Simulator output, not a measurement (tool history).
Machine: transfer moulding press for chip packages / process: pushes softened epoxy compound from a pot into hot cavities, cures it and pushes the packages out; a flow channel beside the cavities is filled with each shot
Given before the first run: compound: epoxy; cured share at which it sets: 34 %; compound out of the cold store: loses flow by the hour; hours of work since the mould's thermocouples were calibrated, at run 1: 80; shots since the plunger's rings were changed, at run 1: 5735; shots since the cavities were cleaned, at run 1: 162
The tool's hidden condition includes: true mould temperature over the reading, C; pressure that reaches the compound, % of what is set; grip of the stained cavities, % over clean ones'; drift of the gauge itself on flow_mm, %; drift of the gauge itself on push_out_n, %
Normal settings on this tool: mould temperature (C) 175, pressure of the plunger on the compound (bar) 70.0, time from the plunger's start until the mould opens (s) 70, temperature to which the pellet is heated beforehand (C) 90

| run | hour | mould temperature (C) | pressure of the plunger on the compound (bar) | time from the plunger's start until the mould opens (s) | temperature to which the pellet is heated beforehand (C) | hours of work since the mould's thermocouples were calibrated | shots since the plunger's rings were changed | shots since the cavities were cleaned | incoming compound's hours out of the cold store | length that the compound runs in the flow channel (mm) | greatest force on the pins that push the packages out (N) |
|---|---|---|---|---|---|---|---|---|---|---|---|
| 1 | 0.0 | 175 | 70.0 | 70 | 90 | 80 | 5735 | 162 | 29.7 | 818 | 701 |
|  | 23.9 | cavities cleaned with cleaning compound and waxed |
|  | 31.6 | plunger's sealing rings changed |
|  | 56.0 | cavities cleaned with cleaning compound and waxed |
| 2 | 70.4 | 175 | 70.0 | 70 | 90 | 121 | 580 | 225 | 24.4 | 904 | 763 |
|  | 86.1 | cavities cleaned with cleaning compound and waxed |
|  | 119.0 | cavities cleaned with cleaning compound and waxed |
| 3 | 125.2 | 175 | 70.0 | 70 | 90 | 154 | 1384 | 97 | 41.6 | 810 | 624 |
|  | 150.3 | cavities cleaned with cleaning compound and waxed |
| 4 | 159.1 | 175 | 70.0 | 70 | 90 | 174 | 1888 | 137 | 47.7 | 790 | 625 |
|  | 182.4 | cavities cleaned with cleaning compound and waxed |
|  | 211.5 | cavities cleaned with cleaning compound and waxed |
| 5 | 226.4 | 175 | 70.0 | 70 | 90 | 215 | 2886 | 230 | 47.6 | 782 | 684 |
|  | 243.6 | cavities cleaned with cleaning compound and waxed |
|  | 277.2 | cavities cleaned with cleaning compound and waxed |
| 6 | 285.7 | 175 | 70.0 | 70 | 90 | 250 | 3762 | 131 | 36.4 | 820 | 692 |
|  | 310.7 | cavities cleaned with cleaning compound and waxed |
| 7 | 321.1 | 175 | 70.0 | 70 | 90 | 272 | 4289 | 162 | 38.9 | 791 | 693 |
|  | 340.8 | cavities cleaned with cleaning compound and waxed |
|  | 373.1 | cavities cleaned with cleaning compound and waxed |
| 8 | 389.1 | 175 | 70.0 | 70 | 87 | 313 | 5299 | 248 | 47.5 | 755 | 695 |
|  | 404.0 | cavities cleaned with cleaning compound and waxed |
|  | 433.8 | cavities cleaned with cleaning compound and waxed |
|  | 449.0 | plunger's sealing rings changed |
| 9 | 449.0 | 175 | 59.0 | 70 | 90 | 347 | 0 | 197 | 34.7 | 802 | 703 |
|  | 467.1 | cavities cleaned with cleaning compound and waxed |
|  | 500.1 | cavities cleaned with cleaning compound and waxed |
| 10 | 523.3 | 175 | 70.0 | 70 | 90 | 392 | 1108 | 360 | 14.1 | 944 | 879 |
|  | 529.8 | cavities cleaned with cleaning compound and waxed |
|  | 559.2 | cavities cleaned with cleaning compound and waxed |
| 11 | 562.8 | 175 | 70.0 | 70 | 90 | 415 | 1676 | 55 | 28.4 | 885 | 664 |
|  | 589.5 | cavities cleaned with cleaning compound and waxed |
|  | 622.9 | cavities cleaned with cleaning compound and waxed |
| 12 | 634.8 | 175 | 70.0 | 70 | 93 | 458 | 2749 | 185 | 36.6 | 825 | 707 |
|  | 652.0 | cavities cleaned with cleaning compound and waxed |
| 13 | 669.9 | 178 | 55.1 | 107 | 84 | 480 | 3271 | 278 | 9.0 | 825 | 384 |
|  | 682.0 | cavities cleaned with cleaning compound and waxed |
|  | 713.3 | cavities cleaned with cleaning compound and waxed |
| 14 | 716.3 | 174 | 70.0 | 70 | 96 | 507 | 3946 | 48 | 19.8 | 882 | 683 |
|  | 745.7 | cavities cleaned with cleaning compound and waxed |
| 15 | 766.4 | 174 | 70.0 | 70 | 96 | 538 | 4702 | 323 | 43.6 | 790 | 779 |
|  | 780.4 | cavities cleaned with cleaning compound and waxed |
|  | 810.3 | cavities cleaned with cleaning compound and waxed |
| 16 | 810.3 | 174 | 56.4 | 70 | 96 | 563 | 5337 | 0 | 28.4 | 745 | 676 |
|  | 840.9 | cavities cleaned with cleaning compound and waxed |
|  | 866.9 | plunger's sealing rings changed |
|  | 875.1 | cavities cleaned with cleaning compound and waxed |
| 17 | 877.7 | 176 | 70.0 | 80 | 83 | 602 | 144 | 39 | 13.6 | 980 | 515 |
|  | 905.1 | cavities cleaned with cleaning compound and waxed |
|  | 935.4 | cavities cleaned with cleaning compound and waxed |
| 18 | 948.6 | 176 | 70.0 | 80 | 83 | 645 | 1201 | 206 | 17.2 | 932 | 559 |
|  | 966.9 | cavities cleaned with cleaning compound and waxed |
|  | 1000.5 | cavities cleaned with cleaning compound and waxed |
| 19 | 1010.4 | 176 | 70.0 | 80 | 83 | 682 | 2114 | 154 | 26.3 | 889 | 500 |
|  | 1032.6 | cavities cleaned with cleaning compound and waxed |
|  | 1043.5 | mould's thermocouples calibrated |
| 20 | 1050.3 | 175 | 69.8 | 70 | 89 | 4 | 2680 | 245 | 23.3 | 874 | 722 |
|  | 1064.7 | cavities cleaned with cleaning compound and waxed |
|  | 1095.6 | cavities cleaned with cleaning compound and waxed |
| 21 | 1111.0 | 180 | 73.9 | 97 | 82 | 41 | 3576 | 239 | 14.3 | 935 | 388 |
|  | 1124.8 | cavities cleaned with cleaning compound and waxed |
| 22 | 1148.3 | 180 | 73.9 | 97 | 82 | 63 | 4134 | 366 | 23.1 | 871 | 409 |
|  | 1156.9 | cavities cleaned with cleaning compound and waxed |
| 23 | 1183.2 | 175 | 70.0 | 70 | 82 | 84 | 4652 | 409 | 14.2 | 908 | 869 |

What would each run have given without the hidden state, its run-to-run variation left as it was?
| run | length that the compound runs in the flow channel (mm) | greatest force on the pins that push the packages out (N) |
|---|---|---|
| 1 | 887 | 613 |
| 2 | 913 | 646 |
| 3 | 826 | 574 |
| 4 | 811 | 555 |
| 5 | 814 | 562 |
| 6 | 863 | 616 |
| 7 | 839 | 603 |
| 8 | 813 | 577 |
| 9 | 802 | 588 |
| 10 | 959 | 691 |
| 11 | 906 | 603 |
| 12 | 857 | 603 |
| 13 | 863 | 324 |
| 14 | 930 | 630 |
| 15 | 842 | 606 |
| 16 | 802 | 637 |
| 17 | 982 | 465 |
| 18 | 946 | 464 |
| 19 | 913 | 430 |
| 20 | 908 | 622 |
| 21 | 983 | 331 |
| 22 | 924 | 336 |
| 23 | 971 | 692 |
